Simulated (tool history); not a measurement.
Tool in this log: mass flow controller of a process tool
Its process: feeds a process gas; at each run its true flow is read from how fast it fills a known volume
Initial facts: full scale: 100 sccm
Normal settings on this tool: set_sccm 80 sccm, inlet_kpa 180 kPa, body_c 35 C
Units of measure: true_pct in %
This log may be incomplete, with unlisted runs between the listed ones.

run 1 hour=0 | set_sccm=80 inlet_kpa=180 body_c=35 | true_pct=101
run 2 hour=79.7 | set_sccm=80 inlet_kpa=180 body_c=35 | true_pct=101.01
run 3 hour=172.1 | set_sccm=80 inlet_kpa=180 body_c=35 | true_pct=101.05
run 4 hour=282.3 | set_sccm=80 inlet_kpa=180 body_c=35 | true_pct=101.1
run 5 hour=346 | set_sccm=80 inlet_kpa=180 body_c=35 | true_pct=101.09
run 6 hour=415.4 | set_sccm=80 inlet_kpa=256 body_c=35 | true_pct=101.43
run 7 hour=530.1 | set_sccm=80 inlet_kpa=180 body_c=21 | true_pct=99.68
run 8 hour=646.2 | set_sccm=80 inlet_kpa=180 body_c=21 | true_pct=99.72
run 9 hour=784.9 | set_sccm=80 inlet_kpa=180 body_c=35 | true_pct=101.01
run 10 hour=862.5 | set_sccm=80 inlet_kpa=180 body_c=35 | true_pct=101.02
run 11 hour=939.1 | set_sccm=80 inlet_kpa=180 body_c=35 | true_pct=101.1
run 12 hour=1040.6 | set_sccm=80 inlet_kpa=180 body_c=35 | true_pct=101.07
run 13 hour=1117.4 | set_sccm=80 inlet_kpa=180 body_c=35 | true_pct=100.99
run 14 hour=1246 | set_sccm=80 inlet_kpa=180 body_c=35 | true_pct=101.14
run 15 hour=1365.1 | set_sccm=80 inlet_kpa=180 body_c=35 | true_pct=101.09
run 16 hour=1454.3 | set_sccm=80 inlet_kpa=180 body_c=35 | true_pct=101.09
run 17 hour=1588.5 | set_sccm=80 inlet_kpa=180 body_c=35 | true_pct=101.17
run 18 hour=1660.5 | set_sccm=80 inlet_kpa=180 body_c=35 | true_pct=101.1
run 19 hour=1743.3 | set_sccm=10 inlet_kpa=273 body_c=35 | true_pct=104.6
run 20 hour=1826 | set_sccm=11 inlet_kpa=280 body_c=35 | true_pct=104.38
run 21 hour=1950.1 | set_sccm=11 inlet_kpa=280 body_c=26 | true_pct=103.53
run 22 hour=2027.3 | set_sccm=12 inlet_kpa=180 body_c=35 | true_pct=103.67
run 23 hour=2124.5 | set_sccm=49 inlet_kpa=156 body_c=35 | true_pct=100.99
run 24 hour=2236.1 | set_sccm=77 inlet_kpa=218 body_c=39 | true_pct=101.7
run 25 hour=2339.7 | set_sccm=77 inlet_kpa=218 body_c=39 | true_pct=101.61
run 26 hour=2426.6 | set_sccm=77 inlet_kpa=218 body_c=39 | true_pct=101.56
run 27 hour=2498.7 | set_sccm=77 inlet_kpa=218 body_c=39 | true_pct=101.67
run 28 hour=2595.3 | set_sccm=77 inlet_kpa=218 body_c=39 | true_pct=101.49
run 29 hour=2688.3 | set_sccm=77 inlet_kpa=218 body_c=39 | true_pct=101.73
run 30 hour=2780.3 | set_sccm=30 inlet_kpa=195 body_c=26 | true_pct=101.01

What if the next run were any one of these 4? Each begins from the tool's condition after run 30:
run A hour=2876.2 | set_sccm=30 inlet_kpa=195 body_c=20 | true_pct=?
run B hour=2876.2 | set_sccm=80 inlet_kpa=143 body_c=30 | true_pct=?
run C hour=2876.2 | set_sccm=46 inlet_kpa=218 body_c=34 | true_pct=?
run D hour=2876.2 | set_sccm=27 inlet_kpa=217 body_c=26 | true_pct=?

run=A true_pct=100.46
run=B true_pct=100.45
run=C true_pct=101.34
run=D true_pct=101.21
Without the tool's unlogged condition, the same runs would have read:
run=A true_pct=98.97
run=B true_pct=100.01
run=C true_pct=100.44
run=D true_pct=99.54
